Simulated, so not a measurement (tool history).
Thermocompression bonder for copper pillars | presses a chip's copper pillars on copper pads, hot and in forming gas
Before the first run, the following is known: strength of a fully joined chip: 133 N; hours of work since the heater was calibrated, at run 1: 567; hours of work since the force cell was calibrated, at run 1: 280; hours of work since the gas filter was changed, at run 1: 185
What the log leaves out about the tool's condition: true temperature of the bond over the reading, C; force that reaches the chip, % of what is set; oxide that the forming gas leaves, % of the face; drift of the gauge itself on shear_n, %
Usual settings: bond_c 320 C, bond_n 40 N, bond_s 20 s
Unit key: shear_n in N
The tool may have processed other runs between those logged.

run	hour	bond_c	bond_n	bond_s	hours of work since the heater was calibrated	hours of work since the force cell was calibrated	hours of work since the gas filter was changed	shear_n
1	0	320	40	20	567	280	185	55.4
# hour 13.3: forming gas filter changed
# hour 33.5: heater calibrated with a thermocouple chip
2	33.5	320	40	23	0	305	14	58.8
3	78.8	320	40	23	36	340	50	57.8
4	112.5	320	28	23	62	367	77	48.4
5	177.7	316	28	23	114	419	128	44.7
6	216.3	320	40	20	144	449	159	54.5
# hour 261.7: forming gas filter changed
7	263.2	320	40	20	181	486	1	55.7
8	330.9	320	40	20	234	539	55	55.6
9	384.5	320	40	20	277	581	97	55.5
10	447.1	320	40	20	326	631	146	54.6
# hour 505: forming gas filter changed
11	505	320	37	20	371	676	0	52.6
12	536.4	320	37	20	396	701	25	53.6
13	577	320	37	20	428	733	57	52.7
14	636.4	320	37	20	475	780	104	52.2
15	672.3	320	37	20	503	808	132	51.3
16	716	320	40	48	538	843	167	75
# hour 754.1: forming gas filter changed
17	756.9	343	40	20	570	874	2	70.6
# hour 787.2: heater calibrated with a thermocouple chip
# hour 804.8: force cell calibrated
18	834	343	40	20	36	23	60	71.6
19	871.7	343	40	20	65	53	90	71.7
20	924.3	313	41	56	107	94	132	75.3
21	959	313	41	56	134	122	159	74
# hour 1002.6: forming gas filter changed
22	1019.3	330	31	20	182	169	13	53.7
23	1051.1	321	28	20	207	194	38	45.5
24	1112.8	321	28	20	255	243	87	45.1
25	1187.5	349	40	12	314	302	146	63.9
# hour 1247.6: forming gas filter changed
26	1251.7	346	40	54	365	352	3	95.7
27	1319.9	332	40	54	418	406	57	86.1
28	1376.5	307	40	54	463	450	102	68
29	1449.2	307	40	54	520	508	159	69
# hour 1490.8: forming gas filter changed
30	1514.9	300	40	24	572	559	19	47.8
# hour 1541.7: heater calibrated with a thermocouple chip
31	1551.5	309	51	15	8	587	46	50.2
32	1599.8	334	29	47	46	625	84	71.9
33	1644.7	314	29	47	81	660	120	58.5
34	1677.7	314	29	47	107	686	146	59.2
# hour 1741.1: forming gas filter changed
35	1746.9	316	25	17	162	740	5	36.8
36	1795.3	316	25	17	200	779	43	36.7
37	1869.9	345	31	17	259	837	102	58.9

Below are 5 alternative next runs, each starting from the tool's condition after run 37. Predict each:
A	1935.1	345	58	17	310	889	153	?
B	1935.1	341	37	32	310	889	153	?
C	1935.1	320	40	49	310	889	153	?
D	1935.1	346	40	12	310	889	153	?
E	1935.1	319	31	27	310	889	153	?

run	shear_n
A	83.4
B	76
C	75.2
D	60.8
E	52.2
Take away the tool's hidden state, keep each run's random variation, and the runs would have read:
run	shear_n
A	83.9
B	76.5
C	75.7
D	61.2
E	52.5

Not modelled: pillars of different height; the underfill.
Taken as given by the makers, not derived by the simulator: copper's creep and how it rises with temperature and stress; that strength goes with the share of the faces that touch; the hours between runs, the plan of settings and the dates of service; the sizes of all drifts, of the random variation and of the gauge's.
